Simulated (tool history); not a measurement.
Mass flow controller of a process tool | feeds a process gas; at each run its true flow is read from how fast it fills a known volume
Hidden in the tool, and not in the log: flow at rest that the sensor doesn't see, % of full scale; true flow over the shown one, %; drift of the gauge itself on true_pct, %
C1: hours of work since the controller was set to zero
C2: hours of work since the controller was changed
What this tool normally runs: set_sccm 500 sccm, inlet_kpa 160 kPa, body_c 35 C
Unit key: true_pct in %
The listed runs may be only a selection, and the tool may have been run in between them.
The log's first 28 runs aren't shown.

At day 127.638: controller exchanged for a calibrated one.
Run 29, day 127.758: usual settings but body_c 25 C; C1 1; C2 1. Result: true_pct 99.21 %.
Run 30, day 133.583: usual settings but set_sccm 806 sccm, body_c 25 C; C1 60; C2 60. Result: true_pct 100.16 %.
Run 31, day 138.438: usual settings but set_sccm 351 sccm, body_c 36 C; C1 109; C2 109. Result: true_pct 97.97 %.
Run 32, day 142.412: usual settings but set_sccm 436 sccm, inlet_kpa 151 kPa, body_c 26 C; C1 149; C2 149. Result: true_pct 99.29 %.
Run 33, day 148.246: usual settings but inlet_kpa 184 kPa; C1 208; C2 208. Result: true_pct 98.93 %.
Run 34, day 153.908: usual settings but set_sccm 263 sccm, inlet_kpa 184 kPa, body_c 38 C; C1 266; C2 266. Result: true_pct 98.16 %.
Run 35, day 157.408: usual settings but set_sccm 263 sccm, inlet_kpa 184 kPa, body_c 38 C; C1 301; C2 301. Result: true_pct 98.18 %.
Run 36, day 162.362: usual settings but set_sccm 308 sccm, inlet_kpa 193 kPa, body_c 27 C; C1 351; C2 351. Result: true_pct 99.40 %.
Run 37, day 168.338: usual settings but set_sccm 685 sccm, inlet_kpa 193 kPa; C1 412; C2 412. Result: true_pct 100.14 %.
Run 38, day 171.633: usual settings but set_sccm 685 sccm, inlet_kpa 193 kPa, body_c 27 C; C1 445; C2 445. Result: true_pct 100.78 %.
Run 39, day 175.146: usual settings but set_sccm 595 sccm, inlet_kpa 175 kPa, body_c 25 C; C1 480; C2 480. Result: true_pct 100.77 %.
Run 40, day 181.112: usual settings but set_sccm 595 sccm, inlet_kpa 175 kPa, body_c 25 C; C1 541; C2 541. Result: true_pct 100.91 %.
Run 41, day 186.321: usual settings but set_sccm 124 sccm, inlet_kpa 194 kPa, body_c 33 C; C1 593; C2 593. Result: true_pct 99.00 %.
Run 42, day 189.246: usual settings but set_sccm 190 sccm, body_c 27 C; C1 623; C2 623. Result: true_pct 99.81 %.
Run 43, day 192.854: usual settings but set_sccm 190 sccm, body_c 27 C; C1 660; C2 660. Result: true_pct 99.89 %.
Run 44, day 197.733: usual settings but set_sccm 190 sccm, body_c 34 C; C1 709; C2 709. Result: true_pct 99.30 %.
Run 45, day 200.529: usual settings but inlet_kpa 162 kPa; C1 737; C2 737. Result: true_pct 100.34 %.
Run 46, day 204.333: usual settings but set_sccm 399 sccm, inlet_kpa 272 kPa, body_c 25 C; C1 776; C2 776. Result: true_pct 101.12 %.
Run 47, day 208.396: usual settings but set_sccm 399 sccm, inlet_kpa 272 kPa, body_c 25 C; C1 817; C2 817. Result: true_pct 101.34 %.
Run 48, day 214.025: usual settings but set_sccm 140 sccm, inlet_kpa 205 kPa, body_c 23 C; C1 874; C2 874. Result: true_pct 100.79 %.

Forecast each of these 4 alternatives for the next run:
Run A, day 217.804: usual settings but set_sccm 767 sccm; C1 912; C2 912. Result: true_pct ?.
Run B, day 217.804: usual settings but set_sccm 163 sccm; C1 912; C2 912. Result: true_pct ?.
Run C, day 217.804: usual settings but body_c 25 C; C1 912; C2 912. Result: true_pct ?.
Run D, day 217.804: usual settings but set_sccm 237 sccm, inlet_kpa 193 kPa, body_c 26 C; C1 912; C2 912. Result: true_pct ?.

run  true_pct
  A    101.61
  B     99.71
  C    101.58
  D    100.77
Take away the tool's hidden state, keep each run's random variation, and the runs would have read:
run  true_pct
  A     98.40
  B     96.55
  C     98.37
  D     97.58
